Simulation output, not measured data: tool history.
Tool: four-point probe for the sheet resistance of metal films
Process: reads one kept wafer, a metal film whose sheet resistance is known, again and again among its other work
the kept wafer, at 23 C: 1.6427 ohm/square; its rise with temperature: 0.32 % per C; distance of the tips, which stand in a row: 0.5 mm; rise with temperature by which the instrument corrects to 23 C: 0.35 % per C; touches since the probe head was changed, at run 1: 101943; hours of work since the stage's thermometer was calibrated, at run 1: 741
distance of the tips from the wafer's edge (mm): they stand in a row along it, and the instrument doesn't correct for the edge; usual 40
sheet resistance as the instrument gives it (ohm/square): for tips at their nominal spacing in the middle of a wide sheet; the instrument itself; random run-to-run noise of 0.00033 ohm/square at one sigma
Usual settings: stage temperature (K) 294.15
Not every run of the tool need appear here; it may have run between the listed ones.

run    hour  stage temperature (K)  distance of the tips from the wafer's edge (mm)  touches since the probe head was changed  hours of work since the stage's thermometer was calibrated  sheet resistance as the instrument gives it (ohm/square)
  1     0.0                 294.15                                               40                                    101943                                                         741                                                  1.654144
  2    60.5                 302.15                                               40                                    103711                                                         771                                                  1.650972
  3   119.9                 302.15                                               40                                    105444                                                         800                                                  1.650157
  4   192.3                 294.15                                                7                                    107556                                                         836                                                  1.658825
  5   304.8                 299.15                                                7                                    110843                                                         892                                                  1.657436
  6   430.8                 294.15                                               40                                    114521                                                         954                                                  1.655701
  7   504.9                 294.15                                               62                                    116683                                                         990                                                  1.655118
  8   614.3                 294.15                                               12                                    119878                                                        1045                                                  1.656859
  9   697.8                 294.15                                               40                                    122314                                                        1086                                                  1.655762
 10   822.1                 294.15                                               40                                    125944                                                        1147                                                  1.655887
 11   882.8                 294.15                                               31                                    127716                                                        1177                                                  1.657199
 12   966.2                 294.15                                               10                                    130152                                                        1218                                                  1.658207
 13  1024.0                 294.15                                               10                                    131839                                                        1247                                                  1.659547
 14  1118.6                 293.15                                               10                                    134601                                                        1294                                                  1.659850
 15  1231.3                 293.15                                                3                                    137891                                                        1349                                                  1.682166
 16  1301.6                 293.15                                                3                                    139944                                                        1384                                                  1.682488
 17  1380.2                 307.15                                                9                                    142240                                                        1423                                                  1.655230
 18  1445.1                 302.15                                               15                                    144135                                                        1455                                                  1.654557
 19  1535.6                 299.15                                               40                                    146776                                                        1500                                                  1.656237
 20  1589.9                 299.15                                               40                                    148360                                                        1527                                                  1.655894
 21  1661.7                 300.15                                               23                                    150457                                                        1562                                                  1.656002
 22  1719.7                 296.15                                               28                                    152151                                                        1591                                                  1.658399
 23  1841.9                 292.15                                               40                                    155719                                                        1651                                                  1.659874
 24  1930.2                 292.15                                               40                                    158296                                                        1695                                                  1.660158

Predict each of these 3 candidate next runs independently; none follows another, all start after run 24:
  A  2060.2                 295.15                                               10                                    162093                                                        1759                                                         ?
  B  2060.2                 293.15                                               11                                    162093                                                        1759                                                         ?
  C  2060.2                 305.15                                                7                                    162093                                                        1759                                                         ?

run  sheet resistance as the instrument gives it (ohm/square)
  A                                                  1.661320
  B                                                  1.661870
  C                                                  1.659622
With no hidden state in the tool, these same runs would have given:
run  sheet resistance as the instrument gives it (ohm/square)
  A                                                  1.645401
  B                                                  1.645953
  C                                                  1.643686

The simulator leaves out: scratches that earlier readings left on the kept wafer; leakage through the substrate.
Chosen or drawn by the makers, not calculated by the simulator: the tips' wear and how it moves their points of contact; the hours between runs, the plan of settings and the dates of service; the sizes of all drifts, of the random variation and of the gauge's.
